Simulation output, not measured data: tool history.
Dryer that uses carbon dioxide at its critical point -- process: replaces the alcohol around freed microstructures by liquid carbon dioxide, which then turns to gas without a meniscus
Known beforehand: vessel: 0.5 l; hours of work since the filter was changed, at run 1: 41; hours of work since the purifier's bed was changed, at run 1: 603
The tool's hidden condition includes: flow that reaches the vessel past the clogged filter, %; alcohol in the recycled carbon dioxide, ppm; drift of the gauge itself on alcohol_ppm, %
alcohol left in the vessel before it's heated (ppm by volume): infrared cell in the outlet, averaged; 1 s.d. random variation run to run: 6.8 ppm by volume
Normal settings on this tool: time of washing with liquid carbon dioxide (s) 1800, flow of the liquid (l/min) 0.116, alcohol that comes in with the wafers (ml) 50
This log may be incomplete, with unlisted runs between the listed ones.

run	hour	time of washing with liquid carbon dioxide (s)	flow of the liquid (l/min)	alcohol that comes in with the wafers (ml)	hours of work since the filter was changed	hours of work since the purifier's bed was changed	alcohol left in the vessel before it's heated (ppm by volume)
1	0	1800	0.116	50	41	603	520
2	18.7	1800	0.101	50	50	612	990
3	40	1680	0.116	50	61	622	715
4	68.4	1680	0.116	50	74	636	753
5	91	1680	0.116	50	85	647	775
6	113	1680	0.116	50	96	658	786
7	136.2	1800	0.103	50	107	669	1027
8	164	2580	0.103	50	121	683	268
9	193.3	2580	0.103	50	135	697	271
10	219.6	1440	0.116	41	147	709	1346
11	257.4	2460	0.116	22	166	728	210
12	286.8	2460	0.116	22	180	742	215
13	315.9	2460	0.116	22	194	756	224
14	348	2460	0.116	22	210	772	229
15	367.5	1560	0.091	25	219	781	1857

For some of the steps in alcohol left in the vessel before it's heated (ppm by volume) from one run to the next: how much would appear even if the tool had no hidden state, given the settings, what came in and random variation, and how much remains for the hidden state plus any gauge scatter that the measured result and the result without hidden state don't share?
Run 14 -> 15: time of washing with liquid carbon dioxide (s) 2460 -> 1560, flow of the liquid (l/min) 0.116 -> 0.091, alcohol that comes in with the wafers (ml) 22 -> 25. alcohol left in the vessel before it's heated (ppm by volume) +1628: hidden state +603, all else +1025.
